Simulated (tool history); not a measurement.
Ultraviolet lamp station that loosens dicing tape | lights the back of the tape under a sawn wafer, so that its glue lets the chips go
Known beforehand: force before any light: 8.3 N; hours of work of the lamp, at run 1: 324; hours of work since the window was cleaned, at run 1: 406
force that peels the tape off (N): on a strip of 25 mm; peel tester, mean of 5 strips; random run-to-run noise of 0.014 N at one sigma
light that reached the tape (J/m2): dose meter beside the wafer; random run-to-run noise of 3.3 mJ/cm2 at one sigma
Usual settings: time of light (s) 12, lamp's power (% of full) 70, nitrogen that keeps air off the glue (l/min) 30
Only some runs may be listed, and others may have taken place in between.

run,hour,time of light (s),lamp's power (% of full),nitrogen that keeps air off the glue (l/min),hours of work of the lamp,hours of work since the window was cleaned,force that peels the tape off (N),light that reached the tape (J/m2)
1,0,12,70,30,324,406,0.633,5220
2,16.1,12,70,30,336,418,0.663,5130
3,26.9,12,70,30,344,426,0.644,5160
4,38.7,12,70,30,353,435,0.643,5180
5,49.5,12,70,30,361,443,0.655,5190
6,62,12,70,30,370,452,0.643,5190
# hour 66.9: window cleaned of glue's vapour
7,74.3,12,70,30,379,6,0.657,5190
8,90.1,16,70,30,391,17,0.334,6910
9,103.9,16,70,30,401,28,0.353,6860
10,116.7,19,70,30,410,37,0.225,8190
11,127.8,12,70,30,419,45,0.651,5210
12,135.3,12,70,19,424,51,0.827,5170
13,148.7,12,70,19,434,61,0.832,5180
14,163.6,12,70,30,445,72,0.636,5180
15,173.6,12,70,30,453,80,0.644,5190
16,189.1,12,70,30,464,91,0.642,5230
17,200,12,70,30,472,99,0.654,5200
18,207.7,12,70,30,478,105,0.655,5150
19,223.2,12,70,13,490,117,1.008,5160
20,238.5,13,70,30,501,128,0.53,5660
21,253.5,13,70,30,512,139,0.543,5640
22,268.2,13,96,30,523,150,0.26,7680
23,280.1,13,96,30,532,159,0.26,7690
24,290.7,13,96,30,540,167,0.254,7770
25,303.9,15,69,24,550,177,0.455,6440
26,312,19,71,14,556,183,0.345,8340
27,327.4,19,71,14,568,194,0.34,8210
28,340.1,8,98,11,577,204,1.23,4830
29,354.7,16,70,25,588,215,0.387,6950
30,364.8,14,70,37,595,222,0.422,6060
31,375.1,12,71,25,603,230,0.715,5210
32,390.4,7,70,30,614,241,1.802,3030
33,399.1,8,69,11,621,248,2.181,3410
34,416,16,63,41,634,260,0.394,6220
35,431.3,16,63,56,645,272,0.33,6210
36,442.5,16,63,56,653,280,0.338,6200
37,449.6,7,70,11,659,285,2.534,3020
38,460,12,70,13,666,293,1.016,5170
39,468.6,7,61,13,673,300,2.825,2620
40,476.6,7,61,13,679,306,2.73,2670
41,488.6,12,61,13,688,315,1.281,4460
42,496.5,12,87,15,694,321,0.585,6420
43,509.5,12,82,29,703,330,0.465,6060

Across each entry between runs, compare the hidden state at the last listed run before it with the hidden state at the first listed run after it:
Run 6 -> run 7: window cleaned of glue's vapour (hour 66.9)
  light that the window lets through, % of a clean one's: 99.9 -> 100

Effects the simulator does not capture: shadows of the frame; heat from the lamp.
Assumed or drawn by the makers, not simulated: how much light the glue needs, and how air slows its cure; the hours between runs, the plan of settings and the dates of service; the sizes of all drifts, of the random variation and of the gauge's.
